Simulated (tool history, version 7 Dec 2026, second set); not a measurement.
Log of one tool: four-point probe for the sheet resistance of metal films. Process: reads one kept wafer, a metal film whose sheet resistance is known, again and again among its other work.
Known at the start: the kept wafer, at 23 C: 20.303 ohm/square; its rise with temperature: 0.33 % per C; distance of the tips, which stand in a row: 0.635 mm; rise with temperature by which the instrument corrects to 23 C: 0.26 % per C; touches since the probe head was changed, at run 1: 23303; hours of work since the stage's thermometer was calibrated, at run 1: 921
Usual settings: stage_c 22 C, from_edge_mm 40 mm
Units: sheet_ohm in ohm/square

run    hour  stage_c  from_edge_mm  touches since the probe head was changed  hours of work since the stage's thermometer was calibrated  sheet_ohm
  1       0       22            40                                     23303                                                         921  20.194075
  2      46       22            40                                     23739                                                         942  20.187897
  3    74.2       22            40                                     24007                                                         955  20.194568
  4   107.3       26            40                                     24321                                                         971      20.27
  5   154.5       26            40                                     24769                                                         993  20.252765
  6   196.4       26            45                                     25167                                                        1013  20.262051
  7   230.5       22            40                                     25492                                                        1029  20.197138
  8   270.5       22            40                                     25871                                                        1048  20.195678
  9   317.3       33            40                                     26316                                                        1070  20.365282
 10   358.7       22            68                                     26709                                                        1089  20.188875
 11   409.6       30            40                                     27192                                                        1113   20.31569
 12   452.6       31            40                                     27600                                                        1133  20.331216
 13   503.3       31            40                                     28082                                                        1157  20.338653
 14   548.2       31            40                                     28509                                                        1178  20.331541
 15   603.3       31            40                                     29031                                                        1204  20.336742
 16   648.5       31            40                                     29461                                                        1225  20.339802
 17   706.4       22            12                                     30011                                                        1252  20.231451
 18   768.4       22            12                                     30599                                                        1282  20.225374
 19   806.8       22            12                                     30964                                                        1300  20.232108
 20   855.8       20            41                                     31429                                                        1323  20.171399
 21   912.3       31            11                                     31966                                                        1349  20.378703
      961.6  -- stage's thermometer calibrated
 22   973.5       26             7                                     32542                                                           6  20.383359
 23  1023.5       30             7                                     33016                                                          29  20.442379
 24    1064       23            40                                     33401                                                          48  20.248282
 25  1091.8       23             4                                     33665                                                          61  20.524749
 26    1146       34            57                                     34180                                                          87  20.411558

Measured less the same run without the tool's hidden state. The same run-to-run variation is in both; the gauge's scatter may not be:
The hidden state here: inner tips' distance over the nominal, %; tips' flats over new ones', %; wafer's true temperature over the reading, C; drift of the gauge itself on sheet_ohm, %.
run  sheet_ohm
  1  -0.096969
  2  -0.096548
  3   -0.09634
  4  -0.096091
  5  -0.095584
  6  -0.095167
  7  -0.094939
  8  -0.094581
  9  -0.093927
 10  -0.093652
 11  -0.093053
 12  -0.092695
 13  -0.092303
 14  -0.091864
 15  -0.091402
 16   -0.09105
 17  -0.091015
 18  -0.090415
 19  -0.090078
 20  -0.089589
 21  -0.088785
 22  -0.058722
 23  -0.058408
 24  -0.057647
 25  -0.058206
 26  -0.057404
